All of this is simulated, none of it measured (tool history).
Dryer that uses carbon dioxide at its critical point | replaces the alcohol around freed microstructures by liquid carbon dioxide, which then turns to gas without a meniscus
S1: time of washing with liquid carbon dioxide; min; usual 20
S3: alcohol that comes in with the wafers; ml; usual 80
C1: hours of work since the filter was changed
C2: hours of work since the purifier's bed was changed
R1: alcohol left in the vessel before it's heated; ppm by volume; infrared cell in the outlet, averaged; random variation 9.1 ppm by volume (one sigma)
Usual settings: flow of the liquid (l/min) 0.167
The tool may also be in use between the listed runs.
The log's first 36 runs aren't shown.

Run 37, hour 1488: usual settings but S1 24 min, S3 116 ml; C1 134; C2 219. Result: R1 464 ppm by volume.
Run 38, hour 1531.6: usual settings but S1 18 min, S3 47 ml; C1 167; C2 251. Result: R1 973 ppm by volume.
At hour 1539.9: inlet filter changed.
Run 39, hour 1575.1: usual settings but flow of the liquid (l/min) 0.26, S3 21 ml; C1 26; C2 283. Result: R1 62 ppm by volume.
Run 40, hour 1622.9: usual settings but flow of the liquid (l/min) 0.26, S3 21 ml; C1 62; C2 319. Result: R1 61 ppm by volume.
Run 41, hour 1670.7: usual settings but S1 13 min, flow of the liquid (l/min) 0.107, S3 101 ml; C1 97; C2 354. Result: R1 20527 ppm by volume.
Run 42, hour 1714.8: usual settings but flow of the liquid (l/min) 0.219; C1 130; C2 387. Result: R1 243 ppm by volume.
Run 43, hour 1764.7: usual settings but flow of the liquid (l/min) 0.219; C1 168; C2 424. Result: R1 283 ppm by volume.
At hour 1773.8: inlet filter changed.
Run 44, hour 1808.5: usual settings but flow of the liquid (l/min) 0.264, S3 82 ml; C1 26; C2 456. Result: R1 102 ppm by volume.
Run 45, hour 1861.9: usual settings but flow of the liquid (l/min) 0.264, S3 82 ml; C1 66; C2 496. Result: R1 101 ppm by volume.

Forecast each of these 3 alternatives for the next run:
Run A, hour 1905.1: usual settings but S1 17 min, S3 74 ml; C1 98; C2 528. Result: R1 ?.
Run B, hour 1905.1: usual settings but S1 22 min, flow of the liquid (l/min) 0.132, S3 76 ml; C1 98; C2 528. Result: R1 ?.
Run C, hour 1905.1: usual settings but flow of the liquid (l/min) 0.264, S3 28 ml; C1 98; C2 528. Result: R1 ?.

run    R1
  A  1675
  B  1470
  C   103
Without the tool's hidden state the same runs would have given:
run    R1
  A  1119
  B   965
  C    20
